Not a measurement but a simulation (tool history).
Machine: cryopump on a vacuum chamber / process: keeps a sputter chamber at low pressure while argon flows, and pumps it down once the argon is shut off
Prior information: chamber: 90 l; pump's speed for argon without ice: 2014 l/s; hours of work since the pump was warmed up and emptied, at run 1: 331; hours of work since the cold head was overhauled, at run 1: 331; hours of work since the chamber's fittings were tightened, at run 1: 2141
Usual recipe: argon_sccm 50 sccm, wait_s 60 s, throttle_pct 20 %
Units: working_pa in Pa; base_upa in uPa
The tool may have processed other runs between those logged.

run   hour  argon_sccm  wait_s  throttle_pct  hours of work since the pump was warmed up and emptied  hours of work since the cold head was overhauled  hours of work since the chamber's fittings were tightened  working_pa  base_upa
  1    0.0          50      60            20                                                     331                                               331                                                       2141      0.2129      2.07
  2   43.0          50      60            20                                                     366                                               366                                                       2176      0.2161      2.13
  3  119.0          50      60            20                                                     428                                               428                                                       2238      0.2185      2.21
  4  187.3          50     181            20                                                     484                                               484                                                       2293      0.2201      1.65
  5  262.9          50     181            20                                                     545                                               545                                                       2355      0.2203      1.77
  6  328.1          50     181            20                                                     599                                               599                                                       2408      0.2221      1.75
  7  380.0          50      60            20                                                     641                                               641                                                       2450      0.2224      2.37
     391.4  -- pump warmed up, emptied and cooled again
  8  444.7          32     106            27                                                      43                                               689                                                       2499      0.1003      1.76
  9  516.8          32     106            27                                                     102                                               748                                                       2558      0.1023      1.76
 10  564.2          42     106            28                                                     141                                               787                                                       2596      0.1281      1.85
 11  614.5          42     106            28                                                     182                                               828                                                       2637      0.1294      1.87

What does the tool deliver on the next run?
 12  679.4          37     149            54                                                     235                                               881                                                       2690           ?         ?

working_pa: 0.0604 Pa
base_upa: 1.71 uPa
On a tool with no hidden condition, and with the same random variation, this run would have come out at working_pa 0.0571 Pa, base_upa 0.45 uPa.

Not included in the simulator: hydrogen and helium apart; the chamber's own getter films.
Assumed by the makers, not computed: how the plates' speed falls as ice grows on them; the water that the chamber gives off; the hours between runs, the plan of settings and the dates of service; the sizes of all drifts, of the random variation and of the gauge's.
